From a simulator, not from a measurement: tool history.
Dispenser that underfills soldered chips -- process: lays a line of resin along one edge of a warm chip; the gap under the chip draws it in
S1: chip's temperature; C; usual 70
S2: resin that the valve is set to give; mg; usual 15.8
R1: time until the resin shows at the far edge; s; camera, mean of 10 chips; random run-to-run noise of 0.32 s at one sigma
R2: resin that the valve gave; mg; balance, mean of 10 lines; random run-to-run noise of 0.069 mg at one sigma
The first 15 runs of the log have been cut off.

{"hour": 175.1, "done": "new syringe of resin"}
{"hour": 187.7, "done": "new syringe of resin"}
{"run": 16, "hour": 189.0, "S1": 70, "S2": 17.3, "R1": 14.2, "R2": 17.02}
{"hour": 199.7, "done": "new syringe of resin"}
{"run": 17, "hour": 205.2, "S1": 70, "S2": 15.8, "R1": 19.1, "R2": 15.39}
{"hour": 211.9, "done": "new syringe of resin"}
{"run": 18, "hour": 216.6, "S1": 70, "S2": 15.8, "R1": 17.5, "R2": 15.32}
{"hour": 224.3, "done": "new syringe of resin"}
{"hour": 229.5, "done": "dispensing valve cleaned and set on the balance"}
{"run": 19, "hour": 232.1, "S1": 70, "S2": 15.8, "R1": 20.7, "R2": 15.87}
{"hour": 238.0, "done": "new syringe of resin"}
{"run": 20, "hour": 240.0, "S1": 70, "S2": 15.8, "R1": 14.9, "R2": 15.83}
{"hour": 250.5, "done": "new syringe of resin"}
{"run": 21, "hour": 253.0, "S1": 70, "S2": 15.8, "R1": 15.1, "R2": 15.72}
{"hour": 262.6, "done": "new syringe of resin"}
{"run": 22, "hour": 263.8, "S1": 70, "S2": 15.8, "R1": 14.5, "R2": 15.64}
{"hour": 274.8, "done": "new syringe of resin"}
{"run": 23, "hour": 278.3, "S1": 68, "S2": 15.8, "R1": 17.7, "R2": 15.71}
{"hour": 287.3, "done": "new syringe of resin"}
{"run": 24, "hour": 295.7, "S1": 55, "S2": 13.9, "R1": 45.4, "R2": 13.65}
{"hour": 299.3, "done": "new syringe of resin"}
{"run": 25, "hour": 305.3, "S1": 80, "S2": 19.1, "R1": 12.1, "R2": 18.81}
{"hour": 312.3, "done": "new syringe of resin"}
{"run": 26, "hour": 315.9, "S1": 78, "S2": 16.1, "R1": 12.2, "R2": 15.79}
{"hour": 324.2, "done": "new syringe of resin"}
{"run": 27, "hour": 324.2, "S1": 74, "S2": 15.1, "R1": 11.6, "R2": 14.78}
{"run": 28, "hour": 335.0, "S1": 71, "S2": 18.9, "R1": 24.5, "R2": 18.57}

Estimate the outcome of run 29 from the log above:
{"hour": 336.6, "done": "new syringe of resin"}
{"hour": 349.2, "done": "new syringe of resin"}
{"hour": 352.2, "done": "dispensing valve cleaned and set on the balance"}
{"run": 29, "hour": 352.7, "S1": 82, "S2": 16, "R1": "?", "R2": "?"}

{"run 29": {"R1": 8.5, "R2": 16.06}}
If the tool had no hidden condition, the same run with the same run-to-run variation would have returned R1 6 s, R2 16.04 mg.
